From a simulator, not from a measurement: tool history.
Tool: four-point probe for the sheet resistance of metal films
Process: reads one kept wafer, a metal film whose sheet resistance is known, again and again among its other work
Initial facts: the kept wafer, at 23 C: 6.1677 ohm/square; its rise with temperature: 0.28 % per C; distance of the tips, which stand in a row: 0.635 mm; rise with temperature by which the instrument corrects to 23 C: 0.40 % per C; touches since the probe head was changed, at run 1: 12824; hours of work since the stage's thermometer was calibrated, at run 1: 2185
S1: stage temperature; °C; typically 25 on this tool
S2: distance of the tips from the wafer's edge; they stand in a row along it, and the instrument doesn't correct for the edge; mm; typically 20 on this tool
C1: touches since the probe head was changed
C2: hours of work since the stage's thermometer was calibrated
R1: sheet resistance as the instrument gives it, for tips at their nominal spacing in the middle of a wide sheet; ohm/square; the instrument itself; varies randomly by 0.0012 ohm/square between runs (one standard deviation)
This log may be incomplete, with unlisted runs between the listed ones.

Run 1, hour 0.0: usual settings; C1 12824; C2 2185. Result: R1 6.127696 ohm/square.
Run 2, hour 23.3: usual settings; C1 13131; C2 2195. Result: R1 6.127665 ohm/square.
Run 3, hour 53.5: usual settings but S2 3 mm; C1 13526; C2 2207. Result: R1 6.269660 ohm/square.
Run 4, hour 78.6: usual settings but S2 15 mm; C1 13856; C2 2217. Result: R1 6.129385 ohm/square.
Run 5, hour 105.2: usual settings; C1 14205; C2 2228. Result: R1 6.127737 ohm/square.
Run 6, hour 135.5: usual settings; C1 14604; C2 2241. Result: R1 6.127514 ohm/square.
Run 7, hour 153.1: usual settings; C1 14834; C2 2248. Result: R1 6.129043 ohm/square.
Run 8, hour 173.3: usual settings; C1 15100; C2 2256. Result: R1 6.126919 ohm/square.
Run 9, hour 199.2: usual settings but S2 48 mm; C1 15440; C2 2267. Result: R1 6.124097 ohm/square.
Run 10, hour 219.6: usual settings but S1 18 °C; C1 15708; C2 2275. Result: R1 6.182641 ohm/square.
Run 11, hour 243.5: usual settings but S1 18 °C; C1 16022; C2 2285. Result: R1 6.182610 ohm/square.
Run 12, hour 278.3: usual settings but S1 32 °C, S2 30 mm; C1 16479; C2 2299. Result: R1 6.076172 ohm/square.
Run 13, hour 297.8: usual settings but S2 4 mm; C1 16735; C2 2307. Result: R1 6.207074 ohm/square.
Run 14, hour 312.2: usual settings but S1 26 °C, S2 32 mm; C1 16924; C2 2313. Result: R1 6.113400 ohm/square.
Run 15, hour 336.0: usual settings but S1 29 °C, S2 12 mm; C1 17236; C2 2323. Result: R1 6.104308 ohm/square.
Run 16, hour 356.1: usual settings but S2 30 mm; C1 17501; C2 2331. Result: R1 6.125897 ohm/square.
Run 17, hour 376.6: usual settings but S2 14 mm; C1 17769; C2 2339. Result: R1 6.128938 ohm/square.
Run 18, hour 393.6: usual settings but S1 31 °C, S2 15 mm; C1 17992; C2 2346. Result: R1 6.086256 ohm/square.

Each row is a separate what-if for the run after 18, all from the same tool condition, not one after another. Results?
Run A, hour 423.2: usual settings but S2 4 mm; C1 18382; C2 2358. Result: R1 ?.
Run B, hour 423.2: usual settings but S1 20 °C, S2 32 mm; C1 18382; C2 2358. Result: R1 ?.
Run C, hour 423.2: usual settings but S1 28 °C, S2 4 mm; C1 18382; C2 2358. Result: R1 ?.

run        R1
  A  6.204003
  B  6.164404
  C  6.183318
Without the tool's hidden state the same runs would have given:
run        R1
  A  6.234126
  B  6.194196
  C  6.213448
